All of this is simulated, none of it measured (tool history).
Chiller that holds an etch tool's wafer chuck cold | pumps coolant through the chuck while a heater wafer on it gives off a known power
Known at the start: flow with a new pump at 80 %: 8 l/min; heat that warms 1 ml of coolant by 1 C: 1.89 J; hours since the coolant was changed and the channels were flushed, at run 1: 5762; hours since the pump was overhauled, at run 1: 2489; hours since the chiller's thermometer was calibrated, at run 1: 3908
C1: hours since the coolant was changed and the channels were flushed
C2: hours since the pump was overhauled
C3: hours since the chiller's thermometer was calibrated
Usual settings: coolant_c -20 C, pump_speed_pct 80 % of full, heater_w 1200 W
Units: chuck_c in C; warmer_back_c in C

{"run": 1, "hour": 0.0, "coolant_c": -20, "pump_speed_pct": 80, "heater_w": 1200, "C1": 5762, "C2": 2489, "C3": 3908, "chuck_c": -8.1, "warmer_back_c": 4.79}
{"run": 2, "hour": 59.2, "coolant_c": -20, "pump_speed_pct": 80, "heater_w": 1200, "C1": 5821, "C2": 2548, "C3": 3967, "chuck_c": -8.3, "warmer_back_c": 4.74}
{"run": 3, "hour": 100.2, "coolant_c": -20, "pump_speed_pct": 80, "heater_w": 1200, "C1": 5862, "C2": 2589, "C3": 4008, "chuck_c": -8.2, "warmer_back_c": 4.81}
{"run": 4, "hour": 153.2, "coolant_c": -20, "pump_speed_pct": 61, "heater_w": 1200, "C1": 5915, "C2": 2643, "C3": 4061, "chuck_c": -6, "warmer_back_c": 6.41}
{"run": 5, "hour": 186.6, "coolant_c": -20, "pump_speed_pct": 76, "heater_w": 1200, "C1": 5949, "C2": 2676, "C3": 4094, "chuck_c": -8, "warmer_back_c": 5.04}
{"run": 6, "hour": 233.8, "coolant_c": -20, "pump_speed_pct": 80, "heater_w": 1200, "C1": 5996, "C2": 2723, "C3": 4141, "chuck_c": -8.2, "warmer_back_c": 4.76}
{"run": 7, "hour": 292.4, "coolant_c": -20, "pump_speed_pct": 80, "heater_w": 1414, "C1": 6055, "C2": 2782, "C3": 4200, "chuck_c": -6.1, "warmer_back_c": 5.58}
{"run": 8, "hour": 346.2, "coolant_c": -20, "pump_speed_pct": 80, "heater_w": 1200, "C1": 6108, "C2": 2835, "C3": 4254, "chuck_c": -8.1, "warmer_back_c": 4.79}
{"run": 9, "hour": 421.8, "coolant_c": -20, "pump_speed_pct": 80, "heater_w": 1200, "C1": 6184, "C2": 2911, "C3": 4329, "chuck_c": -8, "warmer_back_c": 4.77}
{"run": 10, "hour": 472.2, "coolant_c": -20, "pump_speed_pct": 80, "heater_w": 1200, "C1": 6234, "C2": 2961, "C3": 4380, "chuck_c": -8.2, "warmer_back_c": 4.79}
{"run": 11, "hour": 517.6, "coolant_c": -12, "pump_speed_pct": 80, "heater_w": 1200, "C1": 6280, "C2": 3007, "C3": 4425, "chuck_c": -0.2, "warmer_back_c": 4.78}
{"run": 12, "hour": 593.4, "coolant_c": -20, "pump_speed_pct": 80, "heater_w": 1458, "C1": 6356, "C2": 3083, "C3": 4501, "chuck_c": -5.5, "warmer_back_c": 5.87}
{"run": 13, "hour": 644.9, "coolant_c": -20, "pump_speed_pct": 60, "heater_w": 1458, "C1": 6407, "C2": 3134, "C3": 4552, "chuck_c": -2.9, "warmer_back_c": 8.03}
{"run": 14, "hour": 723.2, "coolant_c": -18, "pump_speed_pct": 86, "heater_w": 1291, "C1": 6485, "C2": 3213, "C3": 4631, "chuck_c": -5.9, "warmer_back_c": 4.69}
{"run": 15, "hour": 781.2, "coolant_c": -16, "pump_speed_pct": 67, "heater_w": 1645, "C1": 6543, "C2": 3271, "C3": 4689, "chuck_c": 1.9, "warmer_back_c": 7.97}
{"run": 16, "hour": 817.5, "coolant_c": -16, "pump_speed_pct": 72, "heater_w": 1200, "C1": 6580, "C2": 3307, "C3": 4725, "chuck_c": -3.4, "warmer_back_c": 5.35}
{"run": 17, "hour": 856.1, "coolant_c": -11, "pump_speed_pct": 74, "heater_w": 1305, "C1": 6618, "C2": 3345, "C3": 4764, "chuck_c": 2.4, "warmer_back_c": 5.66}
{"run": 18, "hour": 892.0, "coolant_c": -11, "pump_speed_pct": 74, "heater_w": 1305, "C1": 6654, "C2": 3381, "C3": 4800, "chuck_c": 2.6, "warmer_back_c": 5.6}
{"run": 19, "hour": 958.5, "coolant_c": -19, "pump_speed_pct": 74, "heater_w": 1282, "C1": 6721, "C2": 3448, "C3": 4866, "chuck_c": -5.6, "warmer_back_c": 5.55}
{"hour": 992.7, "done": "chiller's thermometer calibrated"}
{"run": 20, "hour": 1033.9, "coolant_c": -20, "pump_speed_pct": 69, "heater_w": 761, "C1": 6795, "C2": 3522, "C3": 41, "chuck_c": -11.8, "warmer_back_c": 3.54}
{"run": 21, "hour": 1068.4, "coolant_c": -24, "pump_speed_pct": 95, "heater_w": 998, "C1": 6830, "C2": 3557, "C3": 76, "chuck_c": -15.1, "warmer_back_c": 3.31}
{"run": 22, "hour": 1117.7, "coolant_c": -15, "pump_speed_pct": 62, "heater_w": 1664, "C1": 6879, "C2": 3606, "C3": 125, "chuck_c": 4.3, "warmer_back_c": 8.85}
{"run": 23, "hour": 1195.9, "coolant_c": -12, "pump_speed_pct": 75, "heater_w": 1582, "C1": 6957, "C2": 3684, "C3": 203, "chuck_c": 4.1, "warmer_back_c": 6.76}
{"run": 24, "hour": 1239.3, "coolant_c": -20, "pump_speed_pct": 72, "heater_w": 1200, "C1": 7000, "C2": 3728, "C3": 247, "chuck_c": -7.4, "warmer_back_c": 5.34}
{"run": 25, "hour": 1283.9, "coolant_c": -29, "pump_speed_pct": 65, "heater_w": 1700, "C1": 7045, "C2": 3772, "C3": 291, "chuck_c": -9.9, "warmer_back_c": 8.52}
{"run": 26, "hour": 1331.9, "coolant_c": -14, "pump_speed_pct": 61, "heater_w": 1778, "C1": 7093, "C2": 3820, "C3": 339, "chuck_c": 6.7, "warmer_back_c": 9.54}

Forecast each of these 4 alternatives for the next run:
{"run": "A", "hour": 1397.9, "coolant_c": -13, "pump_speed_pct": 80, "heater_w": 1200, "C1": 7159, "C2": 3886, "C3": 405, "chuck_c": "?", "warmer_back_c": "?"}
{"run": "B", "hour": 1397.9, "coolant_c": -20, "pump_speed_pct": 80, "heater_w": 623, "C1": 7159, "C2": 3886, "C3": 405, "chuck_c": "?", "warmer_back_c": "?"}
{"run": "C", "hour": 1397.9, "coolant_c": -18, "pump_speed_pct": 76, "heater_w": 656, "C1": 7159, "C2": 3886, "C3": 405, "chuck_c": "?", "warmer_back_c": "?"}
{"run": "D", "hour": 1397.9, "coolant_c": -17, "pump_speed_pct": 80, "heater_w": 1200, "C1": 7159, "C2": 3886, "C3": 405, "chuck_c": "?", "warmer_back_c": "?"}

run=A chuck_c=-1.1 warmer_back_c=4.76
run=B chuck_c=-13.9 warmer_back_c=2.46
run=C chuck_c=-11.4 warmer_back_c=2.76
run=D chuck_c=-5.2 warmer_back_c=4.81
Without the tool's hidden state the same runs would have given:
run=A chuck_c=-1.1 warmer_back_c=4.76
run=B chuck_c=-13.9 warmer_back_c=2.46
run=C chuck_c=-11.4 warmer_back_c=2.76
run=D chuck_c=-5.2 warmer_back_c=4.81
